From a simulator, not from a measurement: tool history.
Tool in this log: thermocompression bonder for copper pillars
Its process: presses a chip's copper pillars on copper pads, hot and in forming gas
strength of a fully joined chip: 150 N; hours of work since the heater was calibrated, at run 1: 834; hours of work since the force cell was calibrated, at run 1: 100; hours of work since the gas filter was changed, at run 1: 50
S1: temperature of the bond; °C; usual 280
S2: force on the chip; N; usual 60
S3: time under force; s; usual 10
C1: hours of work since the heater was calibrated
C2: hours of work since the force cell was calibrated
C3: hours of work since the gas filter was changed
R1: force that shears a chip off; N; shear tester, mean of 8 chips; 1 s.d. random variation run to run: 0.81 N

run	hour	S1	S2	S3	C1	C2	C3	R1
1	0	280	60	10	834	100	50	67.8
2	8.2	280	60	10	838	103	54	67.8
3	20.9	280	76	10	843	108	59	84.7
4	27.6	284	60	10	846	111	62	71.2
5	39.8	284	60	10	851	116	67	71.3
6	50.9	284	60	10	855	120	71	71.7
# hour 64.6: heater calibrated with a thermocouple chip
7	64.6	284	60	10	0	125	76	69.5
8	76.2	284	60	10	5	130	81	69.9
9	83.4	280	58	10	8	133	84	64.6
10	89.5	280	58	10	10	135	86	64.7
11	98.6	280	58	10	14	139	90	66.4
12	109.5	280	60	10	18	143	94	67.2
13	118.9	280	60	10	22	147	98	67.9
14	128.8	280	60	10	26	151	102	66.8
15	138.3	280	60	10	30	155	106	67.9
16	152.4	280	60	10	36	161	112	66.7
17	159.5	280	60	10	39	164	115	67.1
18	166.2	280	60	15	41	167	117	77
19	175.1	280	60	23	45	170	121	88.6
# hour 187.1: forming gas filter changed
20	188.9	280	60	23	50	176	1	90.2
21	196.5	303	60	19	54	179	4	105.3
22	206.9	303	60	19	58	183	8	103.7
23	215	283	60	10	61	186	11	70.7
24	227.8	263	61	19	66	191	17	71.6
25	238.8	251	61	27	71	196	21	68.2
26	249	288	41	10	75	200	25	49.7
27	257.3	288	41	10	78	204	29	48.8
28	265.7	288	38	11	82	207	32	45.6
29	272.9	288	38	11	85	210	35	47.3
30	285.8	256	56	10	90	215	40	46.9
31	292.5	271	49	23	93	218	43	64.9
32	303.9	271	49	23	97	223	48	66.3
33	310	299	39	11	100	225	50	55.5
34	323	295	40	24	105	230	55	72.5
35	332.7	295	40	24	109	234	59	74
36	340.8	295	40	24	112	238	63	73.2
37	348.5	265	54	24	115	241	66	69.6
38	359.9	268	57	12	120	245	70	58.3
39	370.6	269	60	25	125	250	75	81.8

Forecast each of these 3 alternatives for the next run:
A	380.2	266	44	11	128	254	79	?
B	380.2	285	60	10	128	254	79	?
C	380.2	271	60	25	128	254	79	?

run	R1
A	39.7
B	71.8
C	83.8
With no hidden state in the tool, these same runs would have given:
run	R1
A	39.7
B	71.8
C	83.8
